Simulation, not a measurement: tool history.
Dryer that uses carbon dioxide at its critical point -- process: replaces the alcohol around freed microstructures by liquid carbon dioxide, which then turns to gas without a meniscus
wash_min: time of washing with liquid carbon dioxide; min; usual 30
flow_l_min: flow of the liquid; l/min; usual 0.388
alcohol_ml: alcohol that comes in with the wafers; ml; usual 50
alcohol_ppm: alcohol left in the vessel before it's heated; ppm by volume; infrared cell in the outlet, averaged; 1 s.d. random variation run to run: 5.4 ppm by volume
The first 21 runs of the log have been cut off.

| run | day | wash_min | flow_l_min | alcohol_ml | alcohol_ppm |
|---|---|---|---|---|---|
| 22 | 14.454 | 21 | 0.388 | 93 | 1415 |
| 23 | 15.142 | 30 | 0.388 | 74 | 313 |
| 24 | 16.029 | 30 | 0.409 | 47 | 182 |
| 25 | 16.458 | 36 | 0.409 | 47 | 98 |
| 26 | 17.325 | 36 | 0.409 | 95 | 155 |
| 27 | 17.883 | 36 | 0.409 | 95 | 146 |
| 28 | 18.304 | 18 | 0.409 | 49 | 1115 |
| 29 | 18.812 | 18 | 0.409 | 49 | 1097 |
| 30 | 19.725 | 32 | 0.388 | 50 | 184 |
| 31 | 20.171 | 32 | 0.388 | 50 | 187 |
| 32 | 20.867 | 27 | 0.607 | 95 | 107 |
| 33 | 21.371 | 32 | 0.494 | 24 | 77 |
| 34 | 22.296 | 36 | 0.359 | 28 | 137 |

4 ways to go on from here, each from the tool as it stands after run 34. What would each give?
| A | 22.958 | 30 | 0.375 | 50 | ? |
| B | 22.958 | 27 | 0.372 | 22 | ? |
| C | 22.958 | 21 | 0.650 | 34 | ? |
| D | 22.958 | 30 | 0.236 | 21 | ? |

| run | alcohol_ppm |
|---|---|
| A | 269 |
| B | 228 |
| C | 121 |
| D | 583 |
With no hidden state in the tool, these same runs would have given:
| run | alcohol_ppm |
|---|---|
| A | 153 |
| B | 127 |
| C | 40 |
| D | 434 |
